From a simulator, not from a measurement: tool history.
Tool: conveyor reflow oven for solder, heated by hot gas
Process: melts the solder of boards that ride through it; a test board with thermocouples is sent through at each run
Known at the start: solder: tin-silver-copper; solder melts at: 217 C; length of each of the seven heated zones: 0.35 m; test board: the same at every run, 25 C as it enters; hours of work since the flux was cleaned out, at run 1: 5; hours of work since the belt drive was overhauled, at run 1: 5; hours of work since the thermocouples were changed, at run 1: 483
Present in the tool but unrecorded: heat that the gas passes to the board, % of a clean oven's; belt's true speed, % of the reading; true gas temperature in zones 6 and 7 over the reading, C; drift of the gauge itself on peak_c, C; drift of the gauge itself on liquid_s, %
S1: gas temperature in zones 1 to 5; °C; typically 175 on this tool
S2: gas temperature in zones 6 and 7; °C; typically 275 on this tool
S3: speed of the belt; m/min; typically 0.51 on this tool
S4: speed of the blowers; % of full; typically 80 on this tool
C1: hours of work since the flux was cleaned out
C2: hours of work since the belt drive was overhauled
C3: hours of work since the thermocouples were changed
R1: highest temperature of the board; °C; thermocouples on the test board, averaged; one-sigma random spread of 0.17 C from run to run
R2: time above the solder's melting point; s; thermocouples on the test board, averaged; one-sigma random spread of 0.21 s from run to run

run	day	S1	S2	S3	S4	C1	C2	C3	R1	R2
1	0	175	275	0.51	80	5	5	483	262.8	69.7
2	0.329	175	275	0.51	80	11	11	489	262.9	69.6
3	0.708	175	275	0.51	80	18	18	497	263	69.7
4	0.983	175	275	0.51	80	23	23	502	263.1	69.5
5	1.233	175	275	0.51	80	28	28	507	262.9	69.1
6	1.446	175	275	0.51	80	32	32	511	262.9	69.5
7	1.704	175	275	0.51	80	37	37	516	262.8	69.7
8	2.079	175	275	0.51	64	44	44	523	260.3	67.2
9	2.525	175	275	0.51	64	53	53	531	260.1	67
10	2.771	175	275	0.51	64	58	58	536	260.3	66.9
11	2.992	175	275	0.51	64	62	62	540	259.9	67
# day 3.275: thermocouples of zones 6 and 7 changed
12	3.408	175	275	0.51	64	68	68	3	258.2	65.7
13	3.671	166	275	0.51	80	73	73	8	259.5	64.3
14	3.925	175	275	0.51	80	78	78	12	260.5	68.5
15	4.312	175	275	0.51	80	86	86	20	260.9	68.3
16	4.596	175	275	0.51	80	91	91	25	260.9	68
17	5.075	175	275	0.51	63	100	100	34	257.7	65.7
18	5.496	187	281	0.423	67	108	108	42	271.2	94.1
19	5.771	180	281	0.556	67	113	113	48	261.5	64.1
20	6.179	180	281	0.556	67	121	121	56	261.5	64
21	6.625	175	289	0.43	80	130	130	64	278.5	90.9
22	7.062	175	266	0.43	80	138	138	72	256.8	79.6
23	7.438	175	266	0.43	80	145	145	80	257.2	80.5
24	7.696	175	266	0.43	80	150	150	85	257	80
25	8.012	175	288	0.541	80	156	156	91	270.6	68.4
26	8.288	175	288	0.441	80	162	162	96	276.7	88.5
27	8.642	175	288	0.441	80	168	168	103	276.8	88.3
28	9.104	175	288	0.441	80	177	177	111	277	88.3
29	9.462	175	269	0.569	80	184	184	118	252	55.4
30	9.721	185	290	0.503	73	189	189	123	274.9	80
31	10.042	184	266	0.561	52	195	195	129	246.3	53.2

Below, some changes in R1 between adjacent runs. For each, the amount present without the hidden state too (settings, incoming material, random variation) and the amount remaining for the hidden state with gauge scatter not shared by both compared results:
Run 11 -> 12: thermocouples of zones 6 and 7 changed. R1 -1.7 °C: hidden state -2, all else +0.3.
Run 17 -> 18: S1 175 -> 187, S2 275 -> 281, S3 0.51 -> 0.423, S4 63 -> 67. R1 +13.5 °C: hidden state +0.3, all else +13.2.
Run 24 -> 25: S2 266 -> 288, S3 0.43 -> 0.541. R1 +13.6 °C: hidden state -0.5, all else +14.1.
Run 28 -> 29: S2 288 -> 269, S3 0.441 -> 0.569. R1 -25 °C: hidden state -0.3, all else -24.7.
Run 29 -> 30: S1 175 -> 185, S2 269 -> 290, S3 0.569 -> 0.503, S4 80 -> 73. R1 +22.9 °C: hidden state +0.1, all else +22.8.
Run 30 -> 31: S1 185 -> 184, S2 290 -> 266, S3 0.503 -> 0.561, S4 73 -> 52. R1 -28.6 °C: hidden state +0.2, all else -28.8.
